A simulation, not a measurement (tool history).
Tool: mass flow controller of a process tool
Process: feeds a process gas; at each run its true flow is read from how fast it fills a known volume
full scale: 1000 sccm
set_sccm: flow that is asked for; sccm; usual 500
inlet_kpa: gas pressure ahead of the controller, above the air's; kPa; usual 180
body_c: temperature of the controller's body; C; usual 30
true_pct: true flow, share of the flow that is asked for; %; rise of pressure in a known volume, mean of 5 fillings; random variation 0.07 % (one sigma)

run    hour  set_sccm  inlet_kpa  body_c  true_pct
  1     0.0       500        180      30    100.29
  2   276.1       500        180      30    100.36
  3   612.3       500        151      30    100.30
  4   858.2       500        151      30    100.44
  5  1244.3       500        151      30    100.54
     1276.2  -- controller's zero set anew
  6  1660.1       500        180      30    101.04
  7  1945.8       500        180      30    101.03
  8  2224.4       500        180      30    100.98
  9  2517.6       192        180      39    102.46
 10  2720.1       222        231      30    101.76
 11  3109.8       657        200      30    101.43
     3349.3  -- controller's zero set anew, once more
 12  3349.3       125        196      27     99.53
 13  3614.5       125        196      27     99.97
 14  3941.3       125        196      27    100.24
 15  4259.8       896        251      27    101.37
 16  4602.7       896        251      27    101.61

Forecast each of these 5 alternatives for the next run:
  A  4928.4       166        191      37         ?
  B  4928.4       277        163      37         ?
  C  4928.4       789        146      27         ?
  D  4928.4       896        267      21         ?
  E  4928.4       152        271      29         ?

run  true_pct
  A    101.73
  B    101.44
  C    101.15
  D    101.02
  E    101.26
Without the tool's hidden state the same runs would have given:
run  true_pct
  A     99.40
  B     99.54
  C     99.67
  D     99.56
  E     98.83

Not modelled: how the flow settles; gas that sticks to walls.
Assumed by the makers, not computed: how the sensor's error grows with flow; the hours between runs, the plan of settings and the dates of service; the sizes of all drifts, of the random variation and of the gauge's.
